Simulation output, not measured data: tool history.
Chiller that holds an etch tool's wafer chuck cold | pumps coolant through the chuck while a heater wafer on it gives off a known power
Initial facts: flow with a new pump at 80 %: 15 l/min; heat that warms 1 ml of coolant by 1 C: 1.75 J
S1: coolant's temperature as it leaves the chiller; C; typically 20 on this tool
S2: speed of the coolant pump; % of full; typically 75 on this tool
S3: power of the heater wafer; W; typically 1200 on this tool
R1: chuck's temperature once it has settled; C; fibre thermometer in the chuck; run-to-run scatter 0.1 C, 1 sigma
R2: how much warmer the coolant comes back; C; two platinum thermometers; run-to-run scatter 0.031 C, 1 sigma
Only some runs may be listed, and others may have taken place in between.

run	hour	S1	S2	S3	R1	R2
1	0	20	75	1200	31.7	3.61
2	144.1	20	75	1200	31.8	3.61
3	321.5	20	92	1200	30.3	2.91
4	487.7	20	92	1200	30.2	2.94
5	666.9	20	92	1200	30.3	2.93
6	827.7	20	97	1200	30	2.76
7	903.8	20	75	1200	32.3	3.7
8	1075.2	20	75	1200	32.5	3.72
9	1203.3	20	75	1200	32.5	3.73
10	1377.7	20	75	1200	32.5	3.76
11	1479.1	20	75	1200	32.6	3.79
# hour 1606.9: chiller's thermometer calibrated
12	1615.3	20	75	1200	32.8	3.83
13	1781.3	27	75	1200	40.2	3.84
14	1938.1	27	75	1200	40.3	3.82
15	2112.2	20	75	1200	33.2	3.84
# hour 2225: coolant pump overhauled
16	2244.7	10	68	1059	20.5	2.87
17	2351.1	22	68	1059	32.5	2.89
18	2531.4	22	68	1059	32.6	2.88
19	2686.5	11	75	1200	22.2	3.04
20	2783.5	17	66	1732	35	4.94
21	2956.2	20	75	907	28.7	2.27
22	3119.1	13	75	907	21.8	2.26
23	3260	11	66	671	18.1	1.95
24	3423.1	13	69	1562	29.4	4.31
25	3542.1	13	69	1562	29.6	4.34
26	3666.2	15	78	997	24.6	2.4
27	3791.7	15	66	997	25.9	2.94
28	3912	20	75	1270	32.9	3.24
29	4061.8	24	98	1094	33.1	2.16
# hour 4079.8: coolant changed, channels flushed
30	4151.4	24	98	1094	31.3	2.11

Consider 5 possible next runs. They are alternatives, not a sequence: every one starts from the tool as it was left by run 30. What does each give?
A	4307.4	30	75	1566	?	?
B	4307.4	11	98	1555	?	?
C	4307.4	20	75	605	?	?
D	4307.4	24	66	1094	?	?
E	4307.4	16	73	1469	?	?

run	R1	R2
A	42.8	4.03
B	21.2	3.06
C	25	1.55
D	33.8	3.28
E	28.2	3.92
The same runs, with their run-to-run variation unchanged, on a tool lacking any hidden condition would have given:
run	R1	R2
A	42.4	3.83
B	20.9	2.91
C	25	1.47
D	33.5	3.12
E	27.8	3.72
